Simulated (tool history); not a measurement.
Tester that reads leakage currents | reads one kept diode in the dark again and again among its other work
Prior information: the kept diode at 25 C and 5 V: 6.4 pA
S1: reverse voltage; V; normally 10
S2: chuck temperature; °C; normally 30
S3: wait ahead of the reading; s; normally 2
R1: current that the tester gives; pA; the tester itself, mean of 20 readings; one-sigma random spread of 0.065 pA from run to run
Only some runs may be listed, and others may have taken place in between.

{"run": 1, "hour": 0.0, "S1": 10, "S2": 30, "S3": 2, "R1": 13.85}
{"run": 2, "hour": 42.3, "S1": 10, "S2": 30, "S3": 2, "R1": 13.83}
{"run": 3, "hour": 79.7, "S1": 10, "S2": 30, "S3": 2, "R1": 13.83}
{"run": 4, "hour": 127.3, "S1": 10, "S2": 39, "S3": 2, "R1": 25.95}
{"run": 5, "hour": 185.8, "S1": 10, "S2": 39, "S3": 2, "R1": 25.98}
{"run": 6, "hour": 222.7, "S1": 10, "S2": 39, "S3": 2, "R1": 25.98}
{"run": 7, "hour": 269.9, "S1": 1.1, "S2": 30, "S3": 2, "R1": 5.2}
{"run": 8, "hour": 320.0, "S1": 1.1, "S2": 30, "S3": 2, "R1": 5.29}
{"run": 9, "hour": 350.3, "S1": 1.1, "S2": 30, "S3": 2, "R1": 5.08}
{"run": 10, "hour": 398.8, "S1": 10, "S2": 30, "S3": 2, "R1": 13.84}
{"run": 11, "hour": 443.7, "S1": 10, "S2": 30, "S3": 2, "R1": 13.94}
{"run": 12, "hour": 492.5, "S1": 10, "S2": 30, "S3": 2, "R1": 13.82}
{"run": 13, "hour": 546.1, "S1": 10, "S2": 30, "S3": 1.4, "R1": 14.24}
{"run": 14, "hour": 591.3, "S1": 10, "S2": 30, "S3": 0.44, "R1": 17.51}
{"run": 15, "hour": 616.9, "S1": 10, "S2": 30, "S3": 0.44, "R1": 17.55}
{"run": 16, "hour": 674.7, "S1": 10, "S2": 30, "S3": 0.44, "R1": 17.6}
{"run": 17, "hour": 713.0, "S1": 10, "S2": 30, "S3": 0.47, "R1": 17.35}
{"run": 18, "hour": 760.3, "S1": 10, "S2": 30, "S3": 0.47, "R1": 17.31}
{"run": 19, "hour": 803.9, "S1": 10, "S2": 30, "S3": 2, "R1": 13.85}
{"run": 20, "hour": 835.5, "S1": 10, "S2": 30, "S3": 2, "R1": 13.84}
{"run": 21, "hour": 896.3, "S1": 17.1, "S2": 52, "S3": 2, "R1": 78.74}
{"run": 22, "hour": 952.6, "S1": 2.4, "S2": 22, "S3": 2.54, "R1": 3.95}
{"run": 23, "hour": 991.9, "S1": 1.6, "S2": 30, "S3": 2, "R1": 6.1}
{"run": 24, "hour": 1040.0, "S1": 1.6, "S2": 30, "S3": 0.38, "R1": 6.83}
{"run": 25, "hour": 1079.3, "S1": 1, "S2": 22, "S3": 4.47, "R1": 2.76}
{"run": 26, "hour": 1134.1, "S1": 1, "S2": 22, "S3": 4.47, "R1": 2.59}
{"run": 27, "hour": 1170.8, "S1": 10, "S2": 38, "S3": 0.38, "R1": 28.83}
{"run": 28, "hour": 1196.0, "S1": 10, "S2": 38, "S3": 0.38, "R1": 28.62}
{"run": 29, "hour": 1226.7, "S1": 10, "S2": 38, "S3": 0.38, "R1": 28.67}
{"run": 30, "hour": 1251.5, "S1": 10, "S2": 38, "S3": 0.38, "R1": 28.64}
{"run": 31, "hour": 1305.1, "S1": 7.7, "S2": 40, "S3": 2.3, "R1": 24.82}
{"run": 32, "hour": 1346.0, "S1": 14.5, "S2": 40, "S3": 2.3, "R1": 32.69}
{"run": 33, "hour": 1371.1, "S1": 4.4, "S2": 46, "S3": 4.63, "R1": 29.41}
{"run": 34, "hour": 1428.7, "S1": 4.9, "S2": 26, "S3": 8.87, "R1": 7.09}
{"run": 35, "hour": 1479.6, "S1": 2.1, "S2": 32, "S3": 1.57, "R1": 8.04}
{"run": 36, "hour": 1521.8, "S1": 4.7, "S2": 46, "S3": 3.34, "R1": 30.3}
{"run": 37, "hour": 1567.6, "S1": 2.8, "S2": 36, "S3": 0.37, "R1": 13.35}
{"run": 38, "hour": 1626.6, "S1": 9.9, "S2": 22, "S3": 1.36, "R1": 8.31}
{"run": 39, "hour": 1662.2, "S1": 6.9, "S2": 58, "S3": 0.68, "R1": 81.21}

Not shown here: 2 entries made in the log between runs. Locate each between two listed runs and compare the hidden state at the listed run before it with the hidden state at the listed run after it:
In the gap between runs 15 and 16: chuck's temperature calibrated (hour 672)
  no difference in the tool's unlogged condition between these two runs
In the gap between runs 20 and 21: probe card cleaned and baked (hour 893.3)
  stray current of the dirty probe card, pA a volt: 0.022 -> 0.02
